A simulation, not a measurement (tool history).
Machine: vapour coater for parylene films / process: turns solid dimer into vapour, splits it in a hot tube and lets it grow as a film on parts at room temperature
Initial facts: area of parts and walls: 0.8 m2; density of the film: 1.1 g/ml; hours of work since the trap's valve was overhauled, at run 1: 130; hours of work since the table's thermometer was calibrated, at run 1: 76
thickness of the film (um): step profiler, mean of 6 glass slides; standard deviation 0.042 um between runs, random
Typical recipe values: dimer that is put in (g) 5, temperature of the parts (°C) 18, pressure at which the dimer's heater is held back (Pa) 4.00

run,hour,dimer that is put in (g),temperature of the parts (°C),pressure at which the dimer's heater is held back (Pa),hours of work since the trap's valve was overhauled,hours of work since the table's thermometer was calibrated,thickness of the film (um)
1,0.0,5,18,4.00,130,76,4.59
2,69.8,5,18,10.33,165,111,4.01
3,124.2,5,18,8.24,193,138,4.23
4,203.7,2,18,4.00,233,178,1.84
5,253.3,5,23,4.00,258,203,4.00
6,322.8,5,23,4.00,292,238,4.08
# hour 383.1: trap's valve overhauled
7,383.1,5,18,4.00,0,266,4.63
8,458.9,5,18,4.00,38,304,4.61
9,529.6,5,18,4.00,74,340,4.66
10,597.2,4,25,4.69,107,374,2.98
11,645.6,5,18,6.34,132,398,4.35
12,708.8,8,22,10.34,164,430,5.90
13,772.4,8,22,10.34,195,462,5.87
14,848.5,8,22,3.63,234,500,6.77
15,896.3,5,22,2.95,258,524,4.23
16,935.3,5,22,2.95,277,544,4.29
17,985.8,2,17,2.63,303,569,2.00

Consider 4 possible next runs. They are alternatives, not a sequence: every one starts from the tool as it was left by run 17. What does each give?
# hour 1026.7: trap's valve overhauled
A,1057.0,8,21,9.82,15,603,?
# hour 1026.7: trap's valve overhauled
B,1057.0,4,11,6.16,15,603,?
# hour 1026.7: trap's valve overhauled
C,1057.0,2,10,2.63,15,603,?
# hour 1026.7: trap's valve overhauled
D,1057.0,5,16,8.80,15,603,?

run,thickness of the film (um)
A,6.09
B,4.23
C,2.21
D,4.38
Without the tool's unlogged condition, the same runs would have read:
run,thickness of the film (um)
A,6.09
B,4.23
C,2.21
D,4.39
